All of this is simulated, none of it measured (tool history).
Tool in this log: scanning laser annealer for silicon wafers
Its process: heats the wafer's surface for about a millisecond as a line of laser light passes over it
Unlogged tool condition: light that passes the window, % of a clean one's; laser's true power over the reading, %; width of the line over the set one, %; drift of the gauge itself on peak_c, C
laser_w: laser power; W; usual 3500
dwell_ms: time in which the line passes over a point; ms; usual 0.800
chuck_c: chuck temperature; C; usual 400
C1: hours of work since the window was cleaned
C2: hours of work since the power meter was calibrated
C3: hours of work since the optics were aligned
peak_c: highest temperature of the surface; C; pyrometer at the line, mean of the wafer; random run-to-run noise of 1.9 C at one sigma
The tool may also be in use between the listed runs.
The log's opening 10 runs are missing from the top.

Run 11, day 4.625: usual settings but laser_w 3034 W; C1 109; C2 348; C3 388. Result: peak_c 1008 C.
Run 12, day 5.104: usual settings but laser_w 3034 W; C1 115; C2 354; C3 394. Result: peak_c 1010 C.
Run 13, day 5.383: usual settings but laser_w 3034 W; C1 118; C2 357; C3 397. Result: peak_c 1009 C.
Run 14, day 5.958: usual settings but laser_w 3034 W; C1 125; C2 364; C3 404. Result: peak_c 1011 C.
Run 15, day 6.358: usual settings but laser_w 3034 W; C1 129; C2 369; C3 409. Result: peak_c 1011 C.
Run 16, day 6.771: usual settings but laser_w 3442 W, dwell_ms 0.653 ms, chuck_c 416 C; C1 134; C2 373; C3 413. Result: peak_c 1066 C.
Run 17, day 7.342: usual settings but laser_w 3442 W, dwell_ms 0.653 ms, chuck_c 416 C; C1 141; C2 380; C3 420. Result: peak_c 1070 C.
Run 18, day 8.008: usual settings but laser_w 3694 W, dwell_ms 0.794 ms, chuck_c 369 C; C1 149; C2 388; C3 428. Result: peak_c 1142 C.
At day 8.254: optics aligned, line set to its width.
Run 19, day 8.538: usual settings but laser_w 3694 W, dwell_ms 0.794 ms, chuck_c 369 C; C1 152; C2 392; C3 3. Result: peak_c 1139 C.
Run 20, day 8.817: usual settings but laser_w 3556 W, dwell_ms 0.579 ms, chuck_c 369 C; C1 156; C2 395; C3 7. Result: peak_c 1011 C.
Run 21, day 9.150: usual settings but laser_w 3202 W, dwell_ms 0.854 ms, chuck_c 369 C; C1 160; C2 399; C3 10. Result: peak_c 1034 C.
At day 9.633: optics aligned, line set to its width, once more.
Run 22, day 9.662: usual settings but dwell_ms 0.562 ms, chuck_c 405 C; C1 163; C2 402; C3 0. Result: peak_c 1035 C.
Run 23, day 10.192: usual settings but dwell_ms 0.562 ms, chuck_c 405 C; C1 169; C2 409; C3 7. Result: peak_c 1035 C.
Run 24, day 10.767: usual settings but dwell_ms 0.828 ms, chuck_c 434 C; C1 176; C2 415; C3 13. Result: peak_c 1176 C.
Run 25, day 11.371: usual settings but dwell_ms 0.828 ms, chuck_c 434 C; C1 183; C2 422; C3 20. Result: peak_c 1178 C.
Run 26, day 11.925: usual settings but laser_w 3054 W; C1 190; C2 429; C3 27. Result: peak_c 1017 C.
Run 27, day 12.267: usual settings but laser_w 3735 W, dwell_ms 0.625 ms, chuck_c 397 C; C1 194; C2 433; C3 31. Result: peak_c 1107 C.
Run 28, day 12.646: usual settings but laser_w 3346 W, dwell_ms 0.636 ms, chuck_c 407 C; C1 198; C2 437; C3 35. Result: peak_c 1035 C.
Run 29, day 12.996: usual settings but laser_w 3075 W, chuck_c 372 C; C1 202; C2 441; C3 39. Result: peak_c 996 C.
Run 30, day 13.321: usual settings but laser_w 3734 W, dwell_ms 0.578 ms, chuck_c 436 C; C1 206; C2 445; C3 43. Result: peak_c 1126 C.

What if the next run were any one of these 5? Each begins from the tool's condition after run 30:
Run A, day 13.983: usual settings but laser_w 3151 W, dwell_ms 0.821 ms, chuck_c 425 C; C1 214; C2 453; C3 51. Result: peak_c ?.
Run B, day 13.983: usual settings but laser_w 3534 W, dwell_ms 0.578 ms, chuck_c 436 C; C1 214; C2 453; C3 51. Result: peak_c ?.
Run C, day 13.983: usual settings but laser_w 3734 W, dwell_ms 0.578 ms, chuck_c 371 C; C1 214; C2 453; C3 51. Result: peak_c ?.
Run D, day 13.983: usual settings but laser_w 3607 W, dwell_ms 0.578 ms, chuck_c 436 C; C1 214; C2 453; C3 51. Result: peak_c ?.
Run E, day 13.983: usual settings but dwell_ms 0.867 ms, chuck_c 393 C; C1 214; C2 453; C3 51. Result: peak_c ?.

run  peak_c
  A    1076
  B    1080
  C    1057
  D    1093
  E    1146
What these runs would have given with no unlogged condition in the tool:
run  peak_c
  A    1085
  B    1089
  C    1067
  D    1103
  E    1157

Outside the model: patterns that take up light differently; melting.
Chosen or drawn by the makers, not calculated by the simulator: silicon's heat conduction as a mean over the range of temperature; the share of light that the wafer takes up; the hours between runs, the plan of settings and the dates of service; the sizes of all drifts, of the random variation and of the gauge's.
